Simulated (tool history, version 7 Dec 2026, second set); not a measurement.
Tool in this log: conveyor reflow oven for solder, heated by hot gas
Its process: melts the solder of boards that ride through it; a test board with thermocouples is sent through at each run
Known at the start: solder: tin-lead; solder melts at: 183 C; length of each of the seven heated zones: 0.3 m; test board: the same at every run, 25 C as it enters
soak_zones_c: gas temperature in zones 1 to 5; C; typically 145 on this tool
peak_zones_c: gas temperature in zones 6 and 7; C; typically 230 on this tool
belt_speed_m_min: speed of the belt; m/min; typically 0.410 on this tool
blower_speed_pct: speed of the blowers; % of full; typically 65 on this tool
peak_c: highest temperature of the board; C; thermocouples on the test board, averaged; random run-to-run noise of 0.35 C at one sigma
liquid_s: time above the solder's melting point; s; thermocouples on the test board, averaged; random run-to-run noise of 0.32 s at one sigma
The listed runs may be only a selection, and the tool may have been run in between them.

run     day  soak_zones_c  peak_zones_c  belt_speed_m_min  blower_speed_pct  peak_c  liquid_s
  1   0.000           145           230             0.410                65   217.3      70.4
  2   0.938           145           230             0.410                65   217.4      70.7
  3   1.921           145           230             0.410                65   216.5      70.3
  4   2.708           137           230             0.410                65   215.5      65.2
  5   3.483           137           230             0.410                65   215.4      65.5
      3.733  -- belt drive overhauled, speed set with a stopwatch
  6   4.188           137           230             0.410                72   216.4      65.5
  7   4.621           137           230             0.410                72   216.7      65.7
  8   5.379           145           230             0.409                65   215.4      68.7
  9   6.233           145           229             0.410                65   215.0      67.3
 10   7.250           145           230             0.417                65   215.4      66.6
 11   8.088           145           230             0.417                65   215.3      66.8
 12   8.875           145           230             0.417                75   217.3      69.1
 13   9.533           155           230             0.410                65   217.6      75.0
 14  10.408           155           230             0.410                65   217.4      74.9
 15  11.342           155           230             0.410                65   217.2      74.0
 16  12.075           147           222             0.424                58   206.3      56.2
 17  12.854           140           221             0.340                60   209.7      75.0
 18  13.529           140           221             0.337                60   210.0      76.0
 19  14.096           140           221             0.337                60   210.0      76.4
 20  14.654           145           237             0.364                65   224.9      85.0
 21  15.492           145           237             0.364                65   224.6      85.5
 22  16.021           145           237             0.364                65   225.2      85.3
 23  16.550           132           239             0.410                87   226.2      71.8
     17.408  -- flux residue cleaned out of gas plates and filters
 24  17.775           132           239             0.410                87   227.8      73.5
 25  18.646           152           239             0.407                79   228.5      81.8
 26  19.583           150           239             0.407                83   228.3      81.3
 27  20.117           150           239             0.407                83   229.2      80.8
 28  20.575           153           230             0.410                65   216.8      74.0
 29  21.008           147           238             0.410                65   223.1      75.4
 30  21.875           145           230             0.436                65   213.6      61.9

5 ways to go on from here, each from the tool as it stands after run 30. What would each give?
  A  22.892           145           230             0.436                69       ?         ?
  B  22.892           145           230             0.477                65       ?         ?
  C  22.892           145           230             0.410                75       ?         ?
  D  22.892           145           225             0.410                65       ?         ?
  E  22.892           145           230             0.447                74       ?         ?

run  peak_c  liquid_s
  A   214.7      63.8
  B   211.1      54.0
  C   217.9      70.9
  D   211.3      64.1
  E   215.1      62.5
Without the tool's hidden state the same runs would have given:
run  peak_c  liquid_s
  A   216.2      64.6
  B   212.6      54.9
  C   219.4      71.5
  D   212.8      65.1
  E   216.6      63.3
